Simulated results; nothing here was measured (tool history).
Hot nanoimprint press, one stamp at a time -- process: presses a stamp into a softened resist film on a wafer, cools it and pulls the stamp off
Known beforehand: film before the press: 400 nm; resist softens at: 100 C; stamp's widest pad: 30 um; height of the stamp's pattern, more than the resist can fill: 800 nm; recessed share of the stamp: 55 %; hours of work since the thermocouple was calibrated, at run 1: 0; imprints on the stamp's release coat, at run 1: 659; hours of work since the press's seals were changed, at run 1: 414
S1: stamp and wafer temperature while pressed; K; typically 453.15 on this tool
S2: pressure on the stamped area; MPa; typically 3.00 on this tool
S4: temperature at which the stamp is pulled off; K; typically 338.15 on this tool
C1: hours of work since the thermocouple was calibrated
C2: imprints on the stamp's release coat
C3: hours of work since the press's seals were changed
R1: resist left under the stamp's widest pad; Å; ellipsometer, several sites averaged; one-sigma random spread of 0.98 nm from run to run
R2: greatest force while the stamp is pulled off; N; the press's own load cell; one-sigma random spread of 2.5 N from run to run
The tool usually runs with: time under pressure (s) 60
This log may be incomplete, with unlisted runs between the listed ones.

{"run": 1, "hour": 0.0, "S1": 453.15, "S2": 3.0, "time under pressure (s)": 60, "S4": 338.15, "C1": 0, "C2": 659, "C3": 414, "R1": 2112, "R2": 113}
{"run": 2, "hour": 32.5, "S1": 453.15, "S2": 3.0, "time under pressure (s)": 60, "S4": 338.15, "C1": 14, "C2": 706, "C3": 429, "R1": 2124, "R2": 121}
{"run": 3, "hour": 55.7, "S1": 453.15, "S2": 3.0, "time under pressure (s)": 60, "S4": 338.15, "C1": 24, "C2": 740, "C3": 439, "R1": 2126, "R2": 120}
{"run": 4, "hour": 79.2, "S1": 453.15, "S2": 3.0, "time under pressure (s)": 60, "S4": 338.15, "C1": 35, "C2": 774, "C3": 449, "R1": 2117, "R2": 116}
{"run": 5, "hour": 98.1, "S1": 453.15, "S2": 3.73, "time under pressure (s)": 60, "S4": 338.15, "C1": 43, "C2": 801, "C3": 458, "R1": 1913, "R2": 119}
{"run": 6, "hour": 122.8, "S1": 453.15, "S2": 3.73, "time under pressure (s)": 60, "S4": 338.15, "C1": 54, "C2": 837, "C3": 468, "R1": 1921, "R2": 120}
{"run": 7, "hour": 137.9, "S1": 453.15, "S2": 3.73, "time under pressure (s)": 60, "S4": 338.15, "C1": 61, "C2": 859, "C3": 475, "R1": 1910, "R2": 123}
{"run": 8, "hour": 153.3, "S1": 453.15, "S2": 3.73, "time under pressure (s)": 60, "S4": 338.15, "C1": 67, "C2": 881, "C3": 482, "R1": 1909, "R2": 118}
{"run": 9, "hour": 175.5, "S1": 453.15, "S2": 3.73, "time under pressure (s)": 36, "S4": 338.15, "C1": 77, "C2": 913, "C3": 492, "R1": 2287, "R2": 117}
{"run": 10, "hour": 199.0, "S1": 453.15, "S2": 3.0, "time under pressure (s)": 60, "S4": 338.15, "C1": 88, "C2": 947, "C3": 502, "R1": 2098, "R2": 117}
{"run": 11, "hour": 214.4, "S1": 453.15, "S2": 3.0, "time under pressure (s)": 60, "S4": 338.15, "C1": 94, "C2": 969, "C3": 509, "R1": 2105, "R2": 119}
{"run": 12, "hour": 241.1, "S1": 453.15, "S2": 3.0, "time under pressure (s)": 60, "S4": 338.15, "C1": 106, "C2": 1008, "C3": 520, "R1": 2114, "R2": 121}
{"run": 13, "hour": 261.6, "S1": 453.15, "S2": 3.0, "time under pressure (s)": 60, "S4": 338.15, "C1": 115, "C2": 1038, "C3": 529, "R1": 2078, "R2": 114}
{"run": 14, "hour": 290.4, "S1": 453.15, "S2": 3.0, "time under pressure (s)": 60, "S4": 338.15, "C1": 128, "C2": 1079, "C3": 542, "R1": 2096, "R2": 116}
{"hour": 314.3, "done": "stamp cleaned and given a new release coat"}
{"run": 15, "hour": 320.7, "S1": 453.15, "S2": 3.0, "time under pressure (s)": 60, "S4": 338.15, "C1": 138, "C2": 9, "C3": 553, "R1": 2095, "R2": 115}
{"run": 16, "hour": 352.8, "S1": 453.15, "S2": 3.68, "time under pressure (s)": 34, "S4": 338.15, "C1": 152, "C2": 56, "C3": 567, "R1": 2311, "R2": 116}
{"run": 17, "hour": 370.2, "S1": 453.15, "S2": 2.68, "time under pressure (s)": 51, "S4": 338.15, "C1": 160, "C2": 81, "C3": 575, "R1": 2310, "R2": 116}
{"run": 18, "hour": 387.6, "S1": 444.15, "S2": 4.19, "time under pressure (s)": 60, "S4": 338.15, "C1": 168, "C2": 106, "C3": 582, "R1": 2240, "R2": 113}
{"run": 19, "hour": 411.1, "S1": 453.15, "S2": 2.25, "time under pressure (s)": 93, "S4": 346.15, "C1": 178, "C2": 140, "C3": 593, "R1": 2050, "R2": 111}
{"run": 20, "hour": 445.7, "S1": 453.15, "S2": 4.56, "time under pressure (s)": 60, "S4": 339.15, "C1": 193, "C2": 190, "C3": 608, "R1": 1738, "R2": 118}
{"run": 21, "hour": 470.3, "S1": 454.15, "S2": 3.0, "time under pressure (s)": 60, "S4": 337.15, "C1": 204, "C2": 225, "C3": 619, "R1": 2031, "R2": 121}
{"run": 22, "hour": 491.4, "S1": 445.15, "S2": 3.01, "time under pressure (s)": 60, "S4": 338.15, "C1": 213, "C2": 256, "C3": 628, "R1": 2483, "R2": 119}
{"run": 23, "hour": 526.3, "S1": 464.15, "S2": 3.0, "time under pressure (s)": 60, "S4": 338.15, "C1": 229, "C2": 306, "C3": 643, "R1": 1627, "R2": 117}
{"run": 24, "hour": 543.7, "S1": 450.15, "S2": 4.04, "time under pressure (s)": 35, "S4": 333.15, "C1": 236, "C2": 331, "C3": 651, "R1": 2339, "R2": 122}
{"run": 25, "hour": 565.1, "S1": 450.15, "S2": 4.04, "time under pressure (s)": 98, "S4": 333.15, "C1": 246, "C2": 362, "C3": 660, "R1": 1630, "R2": 123}
{"run": 26, "hour": 596.2, "S1": 450.15, "S2": 4.04, "time under pressure (s)": 98, "S4": 333.15, "C1": 260, "C2": 407, "C3": 674, "R1": 1647, "R2": 119}
{"run": 27, "hour": 623.2, "S1": 450.15, "S2": 4.04, "time under pressure (s)": 98, "S4": 333.15, "C1": 271, "C2": 446, "C3": 686, "R1": 1621, "R2": 124}
{"run": 28, "hour": 641.2, "S1": 457.15, "S2": 2.46, "time under pressure (s)": 116, "S4": 328.15, "C1": 279, "C2": 472, "C3": 694, "R1": 1623, "R2": 125}
{"run": 29, "hour": 664.7, "S1": 463.15, "S2": 3.67, "time under pressure (s)": 94, "S4": 332.15, "C1": 290, "C2": 506, "C3": 704, "R1": 1258, "R2": 126}

Measured result minus the same run's result without the hidden state. Both carry the same run-to-run variation, though not necessarily the same gauge scatter:
The tool's hidden condition here consists of: true temperature over the reading, C; pressure that arrives at the usual setting, %; grip of the stamp's worn release coat, % over a new coat's; drift of the gauge itself on residual_nm, %; drift of the gauge itself on pull_off_n, %.
run=1 R1=+1
run=2 R1=+0
run=3 R1=-2
run=4 R1=-4
run=5 R1=-5
run=6 R1=-6
run=7 R1=-7
run=8 R1=-8
run=9 R1=-11
run=10 R1=-12
run=11 R1=-13
run=12 R1=-15
run=13 R1=-17
run=14 R1=-19
run=15 R1=-20
run=16 R1=-25
run=17 R1=-26
run=18 R1=-26
run=19 R1=-26
run=20 R1=-23
run=21 R1=-30
run=22 R1=-39
run=23 R1=-27
run=24 R1=-40
run=25 R1=-29
run=26 R1=-31
run=27 R1=-31
run=28 R1=-33
run=29 R1=-26
R2 without the hidden state stays within 1 N of what was measured, in all runs.
